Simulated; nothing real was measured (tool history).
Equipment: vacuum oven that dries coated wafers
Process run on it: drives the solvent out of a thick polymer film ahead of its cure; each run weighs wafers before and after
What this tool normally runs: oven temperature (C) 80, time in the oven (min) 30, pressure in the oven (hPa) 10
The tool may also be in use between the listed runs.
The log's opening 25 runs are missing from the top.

| run | hour | oven temperature (C) | time in the oven (min) | pressure in the oven (hPa) | hours of work since the thermocouples were calibrated | hours of work since the vacuum gauge was cleaned of residue | solvent left in the film (%) |
|---|---|---|---|---|---|---|---|
| 26 | 488.8 | 87 | 21 | 10 | 390 | 799 | 2.6 |
| 27 | 512.7 | 73 | 43 | 10 | 409 | 817 | 4.06 |
| 28 | 523.6 | 80 | 30 | 39.9 | 417 | 825 | 6.64 |
| 29 | 539.3 | 80 | 30 | 39.9 | 429 | 837 | 6.74 |
| 30 | 562.6 | 91 | 20 | 39.8 | 447 | 855 | 4.37 |
| 31 | 579.3 | 80 | 23 | 23.1 | 460 | 868 | 5.53 |
| 32 | 590.8 | 80 | 28 | 24.3 | 469 | 877 | 5.09 |
| 33 | 604.8 | 80 | 28 | 24.3 | 479 | 887 | 5.15 |
| 34 | 615.4 | 80 | 25 | 24.3 | 488 | 896 | 5.46 |

What does the tool deliver on the next run?
| 35 | 636.8 | 80 | 15 | 26.4 | 504 | 912 | ? |

Run 35 produced solvent left in the film (%) 7.52.
Take away the tool's hidden state, keep the run-to-run variation as it was, and the same run would have given solvent left in the film (%) 7.54.

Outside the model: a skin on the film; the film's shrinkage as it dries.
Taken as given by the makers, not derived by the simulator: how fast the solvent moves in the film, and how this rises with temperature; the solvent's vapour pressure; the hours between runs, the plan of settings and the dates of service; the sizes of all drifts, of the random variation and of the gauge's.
